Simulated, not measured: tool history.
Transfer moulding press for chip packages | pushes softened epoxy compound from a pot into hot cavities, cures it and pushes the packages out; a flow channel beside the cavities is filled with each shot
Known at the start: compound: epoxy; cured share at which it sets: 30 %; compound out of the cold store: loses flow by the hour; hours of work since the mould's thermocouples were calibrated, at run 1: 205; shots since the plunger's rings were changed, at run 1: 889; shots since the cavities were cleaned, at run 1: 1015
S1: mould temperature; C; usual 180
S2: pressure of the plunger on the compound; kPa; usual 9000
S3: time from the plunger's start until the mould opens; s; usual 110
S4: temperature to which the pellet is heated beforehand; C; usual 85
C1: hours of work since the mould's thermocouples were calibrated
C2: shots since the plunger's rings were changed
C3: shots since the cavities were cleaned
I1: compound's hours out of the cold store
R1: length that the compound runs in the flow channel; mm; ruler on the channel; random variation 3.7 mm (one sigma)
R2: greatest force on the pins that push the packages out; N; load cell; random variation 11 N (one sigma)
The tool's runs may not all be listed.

{"run": 1, "day": 0.0, "S1": 180, "S2": 9000, "S3": 110, "S4": 85, "C1": 205, "C2": 889, "C3": 1015, "I1": 19, "R1": 743, "R2": 942}
{"day": 0.188, "done": "cavities cleaned with cleaning compound and waxed"}
{"run": 2, "day": 0.292, "S1": 180, "S2": 9000, "S3": 110, "S4": 85, "C1": 209, "C2": 948, "C3": 27, "I1": 20.5, "R1": 717, "R2": 579}
{"run": 3, "day": 0.521, "S1": 180, "S2": 9000, "S3": 110, "S4": 85, "C1": 212, "C2": 1007, "C3": 86, "I1": 10.5, "R1": 769, "R2": 625}
{"run": 4, "day": 0.896, "S1": 180, "S2": 9000, "S3": 110, "S4": 85, "C1": 218, "C2": 1105, "C3": 184, "I1": 16.2, "R1": 744, "R2": 688}
{"run": 5, "day": 1.112, "S1": 180, "S2": 9000, "S3": 110, "S4": 85, "C1": 222, "C2": 1161, "C3": 240, "I1": 35.7, "R1": 659, "R2": 659}
{"run": 6, "day": 1.45, "S1": 180, "S2": 9000, "S3": 110, "S4": 85, "C1": 227, "C2": 1249, "C3": 328, "I1": 26.3, "R1": 697, "R2": 739}
{"run": 7, "day": 1.721, "S1": 180, "S2": 9000, "S3": 110, "S4": 85, "C1": 232, "C2": 1319, "C3": 398, "I1": 17.5, "R1": 732, "R2": 742}
{"run": 8, "day": 2.125, "S1": 180, "S2": 9000, "S3": 110, "S4": 85, "C1": 239, "C2": 1424, "C3": 503, "I1": 41.2, "R1": 635, "R2": 728}
{"run": 9, "day": 2.479, "S1": 180, "S2": 9000, "S3": 110, "S4": 85, "C1": 244, "C2": 1516, "C3": 595, "I1": 42.4, "R1": 631, "R2": 780}
{"run": 10, "day": 2.717, "S1": 180, "S2": 9000, "S3": 110, "S4": 85, "C1": 248, "C2": 1578, "C3": 657, "I1": 31.2, "R1": 674, "R2": 790}
{"run": 11, "day": 3.071, "S1": 180, "S2": 9000, "S3": 110, "S4": 85, "C1": 254, "C2": 1670, "C3": 749, "I1": 14.9, "R1": 735, "R2": 872}
{"run": 12, "day": 3.317, "S1": 180, "S2": 9000, "S3": 110, "S4": 85, "C1": 258, "C2": 1734, "C3": 813, "I1": 26.3, "R1": 689, "R2": 851}
{"run": 13, "day": 3.579, "S1": 180, "S2": 9000, "S3": 110, "S4": 85, "C1": 262, "C2": 1802, "C3": 881, "I1": 34.2, "R1": 660, "R2": 868}
{"run": 14, "day": 3.783, "S1": 180, "S2": 9000, "S3": 110, "S4": 85, "C1": 266, "C2": 1855, "C3": 934, "I1": 45.5, "R1": 617, "R2": 845}
{"run": 15, "day": 4.092, "S1": 180, "S2": 9000, "S3": 110, "S4": 85, "C1": 271, "C2": 1936, "C3": 1015, "I1": 31.5, "R1": 672, "R2": 911}
{"day": 4.275, "done": "cavities cleaned with cleaning compound and waxed"}
{"run": 16, "day": 4.433, "S1": 180, "S2": 9000, "S3": 110, "S4": 86, "C1": 275, "C2": 2008, "C3": 41, "I1": 17.4, "R1": 736, "R2": 599}
{"run": 17, "day": 4.65, "S1": 184, "S2": 7660, "S3": 101, "S4": 85, "C1": 279, "C2": 2064, "C3": 97, "I1": 44.1, "R1": 570, "R2": 546}
{"run": 18, "day": 4.842, "S1": 184, "S2": 7660, "S3": 101, "S4": 85, "C1": 282, "C2": 2114, "C3": 147, "I1": 11.5, "R1": 684, "R2": 619}
{"run": 19, "day": 5.246, "S1": 182, "S2": 9930, "S3": 120, "S4": 75, "C1": 288, "C2": 2218, "C3": 251, "I1": 43.4, "R1": 650, "R2": 518}
{"run": 20, "day": 5.45, "S1": 182, "S2": 9930, "S3": 120, "S4": 75, "C1": 292, "C2": 2272, "C3": 305, "I1": 43.1, "R1": 647, "R2": 545}
{"run": 21, "day": 5.654, "S1": 182, "S2": 9780, "S3": 113, "S4": 75, "C1": 295, "C2": 2325, "C3": 358, "I1": 20.7, "R1": 737, "R2": 651}
{"run": 22, "day": 5.962, "S1": 184, "S2": 7920, "S3": 102, "S4": 95, "C1": 300, "C2": 2404, "C3": 437, "I1": 42.2, "R1": 582, "R2": 649}
{"run": 23, "day": 6.325, "S1": 184, "S2": 7920, "S3": 102, "S4": 95, "C1": 306, "C2": 2499, "C3": 532, "I1": 18.5, "R1": 666, "R2": 753}
{"run": 24, "day": 6.512, "S1": 184, "S2": 7920, "S3": 102, "S4": 95, "C1": 309, "C2": 2547, "C3": 580, "I1": 32.4, "R1": 617, "R2": 707}
{"run": 25, "day": 6.783, "S1": 183, "S2": 7920, "S3": 109, "S4": 95, "C1": 314, "C2": 2618, "C3": 651, "I1": 25.8, "R1": 642, "R2": 689}
{"run": 26, "day": 7.175, "S1": 180, "S2": 9000, "S3": 103, "S4": 79, "C1": 320, "C2": 2719, "C3": 752, "I1": 16, "R1": 735, "R2": 1060}
{"run": 27, "day": 7.508, "S1": 187, "S2": 10190, "S3": 110, "S4": 85, "C1": 325, "C2": 2806, "C3": 839, "I1": 25.5, "R1": 712, "R2": 638}
{"run": 28, "day": 7.879, "S1": 180, "S2": 6850, "S3": 135, "S4": 79, "C1": 331, "C2": 2903, "C3": 936, "I1": 41.4, "R1": 545, "R2": 640}

Forecast each of these 3 alternatives for the next run:
{"run": "A", "day": 8.196, "S1": 173, "S2": 9000, "S3": 109, "S4": 85, "C1": 337, "C2": 2985, "C3": 1018, "I1": 42.7, "R1": "?", "R2": "?"}
{"run": "B", "day": 8.196, "S1": 172, "S2": 9640, "S3": 110, "S4": 85, "C1": 337, "C2": 2985, "C3": 1018, "I1": 43.7, "R1": "?", "R2": "?"}
{"run": "C", "day": 8.196, "S1": 186, "S2": 9000, "S3": 110, "S4": 85, "C1": 337, "C2": 2985, "C3": 1018, "I1": 19.7, "R1": "?", "R2": "?"}

run=A R1=635 R2=1416
run=B R1=652 R2=1464
run=C R1=703 R2=700
Without the tool's hidden state the same runs would have given:
run=A R1=656 R2=832
run=B R1=674 R2=866
run=C R1=726 R2=421

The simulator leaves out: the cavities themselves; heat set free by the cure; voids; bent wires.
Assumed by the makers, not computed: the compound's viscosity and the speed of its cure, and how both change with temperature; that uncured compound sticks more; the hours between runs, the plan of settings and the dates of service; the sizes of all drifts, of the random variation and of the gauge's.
